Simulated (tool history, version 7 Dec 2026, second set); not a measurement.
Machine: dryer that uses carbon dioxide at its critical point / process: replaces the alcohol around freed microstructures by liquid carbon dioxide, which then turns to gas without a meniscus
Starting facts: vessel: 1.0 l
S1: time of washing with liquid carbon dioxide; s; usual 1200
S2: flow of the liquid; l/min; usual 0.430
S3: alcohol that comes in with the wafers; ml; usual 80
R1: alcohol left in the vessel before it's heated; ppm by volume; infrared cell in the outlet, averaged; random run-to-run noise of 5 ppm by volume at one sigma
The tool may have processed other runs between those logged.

| run | day | S1 | S2 | S3 | R1 |
|---|---|---|---|---|---|
| 1 | 0.000 | 1200 | 0.430 | 80 | 330 |
| 2 | 1.971 | 1200 | 0.430 | 80 | 339 |
| 3 | 3.242 | 1260 | 0.430 | 80 | 334 |
| 4 | 5.533 | 1260 | 0.430 | 80 | 39 |
| 5 | 6.804 | 1440 | 0.430 | 80 | 29 |
| 6 | 8.696 | 1440 | 0.430 | 80 | 28 |
| 7 | 9.975 | 1440 | 0.430 | 80 | 39 |
| 8 | 11.767 | 1200 | 0.430 | 80 | 55 |
| 9 | 14.125 | 1200 | 0.430 | 80 | 75 |
| 10 | 16.542 | 1200 | 0.430 | 80 | 88 |
| 11 | 17.967 | 1200 | 0.430 | 80 | 90 |
| 12 | 19.758 | 1200 | 0.430 | 80 | 92 |
| 13 | 21.304 | 1200 | 0.430 | 80 | 105 |
| 14 | 23.462 | 1200 | 0.430 | 80 | 126 |
| 15 | 25.792 | 1200 | 0.430 | 119 | 145 |
| 16 | 27.342 | 1200 | 0.430 | 80 | 150 |
| 17 | 29.246 | 1200 | 0.430 | 80 | 145 |
| 18 | 30.492 | 1200 | 0.430 | 42 | 118 |
| 19 | 31.883 | 1620 | 0.430 | 42 | 121 |
| 20 | 34.238 | 1620 | 0.430 | 42 | 128 |
| 21 | 36.588 | 1200 | 0.430 | 80 | 170 |
| 22 | 38.529 | 1200 | 0.430 | 80 | 169 |
| 23 | 40.400 | 1200 | 0.430 | 80 | 178 |
| 24 | 42.462 | 1200 | 0.475 | 67 | 173 |
| 25 | 43.479 | 1020 | 0.475 | 117 | 241 |
| 26 | 44.579 | 1020 | 0.475 | 117 | 244 |
| 27 | 46.138 | 1260 | 0.430 | 80 | 200 |
| 28 | 48.225 | 1440 | 0.297 | 27 | 230 |
| 29 | 49.250 | 1020 | 0.385 | 32 | 279 |
| 30 | 51.371 | 1020 | 0.446 | 44 | 260 |
| 31 | 52.796 | 1020 | 0.407 | 85 | 302 |
| 32 | 54.833 | 1860 | 0.310 | 22 | 221 |
| 33 | 56.196 | 960 | 0.430 | 24 | 250 |
| 34 | 58.271 | 1200 | 0.328 | 113 | 438 |
| 35 | 59.612 | 1560 | 0.597 | 24 | 240 |
| 36 | 61.654 | 960 | 0.430 | 29 | 293 |
| 37 | 64.162 | 1380 | 0.531 | 28 | 263 |
| 38 | 65.846 | 1380 | 0.531 | 28 | 254 |
| 39 | 67.650 | 1200 | 0.550 | 81 | 281 |
| 40 | 69.471 | 1200 | 0.550 | 81 | 291 |
| 41 | 70.938 | 960 | 0.430 | 80 | 422 |
| 42 | 72.967 | 1020 | 0.285 | 26 | 592 |
| 43 | 74.054 | 1200 | 0.297 | 80 | 650 |
| 44 | 75.925 | 1200 | 0.297 | 80 | 362 |
| 45 | 77.529 | 840 | 0.539 | 80 | 71 |
| 46 | 79.892 | 1140 | 0.270 | 80 | 550 |

The log once held 6 entries between its listed runs, left out of this copy. Where does each go, and what is different about the tool's unlogged condition between the listed run before it and the listed run after it?
From run 3 to run 4: purifier's bed changed (day 3.675)
  flow that reaches the vessel past the clogged filter, %: 92.2 -> 91.6; alcohol in the recycled carbon dioxide, ppm: 310.3 -> 14.7
  measured less the result without the state, R1: +312 -> +22 ppm by volume
From run 4 to run 5: inlet filter changed (day 6.388)
  flow that reaches the vessel past the clogged filter, %: 91.6 -> 99.5; alcohol in the recycled carbon dioxide, ppm: 14.7 -> 19.6
  measured less the result without the state, R1: +22 -> +15 ppm by volume
From run 17 to run 18: inlet filter changed (day 29.554)
  flow that reaches the vessel past the clogged filter, %: 92.2 -> 99.1; alcohol in the recycled carbon dioxide, ppm: 113.6 -> 119.2
  measured less the result without the state, R1: +125 -> +114 ppm by volume
From run 30 to run 31: inlet filter changed (day 52.796)
  flow that reaches the vessel past the clogged filter, %: 92.4 -> 99.6; alcohol in the recycled carbon dioxide, ppm: 207.7 -> 213.1
  measured less the result without the state, R1: +227 -> +207 ppm by volume
From run 43 to run 44: purifier's bed changed (day 74.400)
  flow that reaches the vessel past the clogged filter, %: 92.5 -> 91.9; alcohol in the recycled carbon dioxide, ppm: 304.2 -> 12.4
  measured less the result without the state, R1: +422 -> +143 ppm by volume
From run 44 to run 45: inlet filter changed (day 76.158)
  flow that reaches the vessel past the clogged filter, %: 91.9 -> 99.2; alcohol in the recycled carbon dioxide, ppm: 12.4 -> 18.7
  measured less the result without the state, R1: +143 -> +17 ppm by volume
